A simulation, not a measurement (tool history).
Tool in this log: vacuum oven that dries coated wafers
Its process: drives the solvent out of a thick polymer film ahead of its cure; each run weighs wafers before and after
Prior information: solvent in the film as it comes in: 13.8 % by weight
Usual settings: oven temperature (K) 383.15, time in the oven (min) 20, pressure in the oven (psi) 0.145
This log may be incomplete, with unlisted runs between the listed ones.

{"run": 1, "day": 0.0, "oven temperature (K)": 383.15, "time in the oven (min)": 20, "pressure in the oven (psi)": 0.145, "solvent left in the film (%)": 2.99}
{"run": 2, "day": 3.079, "oven temperature (K)": 383.15, "time in the oven (min)": 20, "pressure in the oven (psi)": 0.145, "solvent left in the film (%)": 3.01}
{"run": 3, "day": 4.558, "oven temperature (K)": 383.15, "time in the oven (min)": 20, "pressure in the oven (psi)": 0.145, "solvent left in the film (%)": 3}
{"run": 4, "day": 6.496, "oven temperature (K)": 383.15, "time in the oven (min)": 20, "pressure in the oven (psi)": 0.145, "solvent left in the film (%)": 3.02}
{"run": 5, "day": 9.408, "oven temperature (K)": 383.15, "time in the oven (min)": 21, "pressure in the oven (psi)": 0.145, "solvent left in the film (%)": 2.78}
{"run": 6, "day": 11.358, "oven temperature (K)": 383.15, "time in the oven (min)": 21, "pressure in the oven (psi)": 0.145, "solvent left in the film (%)": 2.84}
{"run": 7, "day": 14.683, "oven temperature (K)": 383.15, "time in the oven (min)": 20, "pressure in the oven (psi)": 0.145, "solvent left in the film (%)": 2.97}
{"run": 8, "day": 16.588, "oven temperature (K)": 383.15, "time in the oven (min)": 20, "pressure in the oven (psi)": 0.145, "solvent left in the film (%)": 3}
{"run": 9, "day": 19.838, "oven temperature (K)": 383.15, "time in the oven (min)": 21, "pressure in the oven (psi)": 0.145, "solvent left in the film (%)": 2.86}
{"run": 10, "day": 23.142, "oven temperature (K)": 383.15, "time in the oven (min)": 20, "pressure in the oven (psi)": 0.145, "solvent left in the film (%)": 3.03}
{"run": 11, "day": 26.383, "oven temperature (K)": 373.15, "time in the oven (min)": 20, "pressure in the oven (psi)": 0.418, "solvent left in the film (%)": 5.57}
{"run": 12, "day": 29.779, "oven temperature (K)": 386.15, "time in the oven (min)": 35, "pressure in the oven (psi)": 0.553, "solvent left in the film (%)": 1.71}
{"run": 13, "day": 32.488, "oven temperature (K)": 386.15, "time in the oven (min)": 16, "pressure in the oven (psi)": 0.57, "solvent left in the film (%)": 4.01}
{"run": 14, "day": 34.554, "oven temperature (K)": 386.15, "time in the oven (min)": 16, "pressure in the oven (psi)": 0.57, "solvent left in the film (%)": 3.84}
{"run": 15, "day": 35.929, "oven temperature (K)": 383.15, "time in the oven (min)": 12, "pressure in the oven (psi)": 0.5, "solvent left in the film (%)": 5.49}
{"run": 16, "day": 38.804, "oven temperature (K)": 383.15, "time in the oven (min)": 35, "pressure in the oven (psi)": 0.528, "solvent left in the film (%)": 2.02}
{"day": 40.354, "done": "oven's thermocouples calibrated"}
{"run": 17, "day": 40.792, "oven temperature (K)": 383.15, "time in the oven (min)": 35, "pressure in the oven (psi)": 0.528, "solvent left in the film (%)": 2.03}
{"run": 18, "day": 42.683, "oven temperature (K)": 387.15, "time in the oven (min)": 32, "pressure in the oven (psi)": 0.102, "solvent left in the film (%)": 0.91}
{"run": 19, "day": 45.271, "oven temperature (K)": 395.15, "time in the oven (min)": 20, "pressure in the oven (psi)": 0.154, "solvent left in the film (%)": 1.16}
{"run": 20, "day": 47.612, "oven temperature (K)": 395.15, "time in the oven (min)": 20, "pressure in the oven (psi)": 0.154, "solvent left in the film (%)": 1.16}

Here are 5 independent what-if runs from the current tool condition. What would each one return?
{"run": "A", "day": 50.517, "oven temperature (K)": 389.15, "time in the oven (min)": 19, "pressure in the oven (psi)": 0.083, "solvent left in the film (%)": "?"}
{"run": "B", "day": 50.517, "oven temperature (K)": 395.15, "time in the oven (min)": 14, "pressure in the oven (psi)": 0.154, "solvent left in the film (%)": "?"}
{"run": "C", "day": 50.517, "oven temperature (K)": 383.15, "time in the oven (min)": 35, "pressure in the oven (psi)": 0.145, "solvent left in the film (%)": "?"}
{"run": "D", "day": 50.517, "oven temperature (K)": 383.15, "time in the oven (min)": 20, "pressure in the oven (psi)": 0.226, "solvent left in the film (%)": "?"}
{"run": "E", "day": 50.517, "oven temperature (K)": 397.15, "time in the oven (min)": 20, "pressure in the oven (psi)": 0.119, "solvent left in the film (%)": "?"}

run=A solvent_left_in_the_film_(%)=2.06
run=B solvent_left_in_the_film_(%)=2.21
run=C solvent_left_in_the_film_(%)=1.24
run=D solvent_left_in_the_film_(%)=3.08
run=E solvent_left_in_the_film_(%)=0.89
What these runs would have given with no unlogged condition in the tool:
run=A solvent_left_in_the_film_(%)=2.06
run=B solvent_left_in_the_film_(%)=2.21
run=C solvent_left_in_the_film_(%)=1.23
run=D solvent_left_in_the_film_(%)=3.08
run=E solvent_left_in_the_film_(%)=0.89
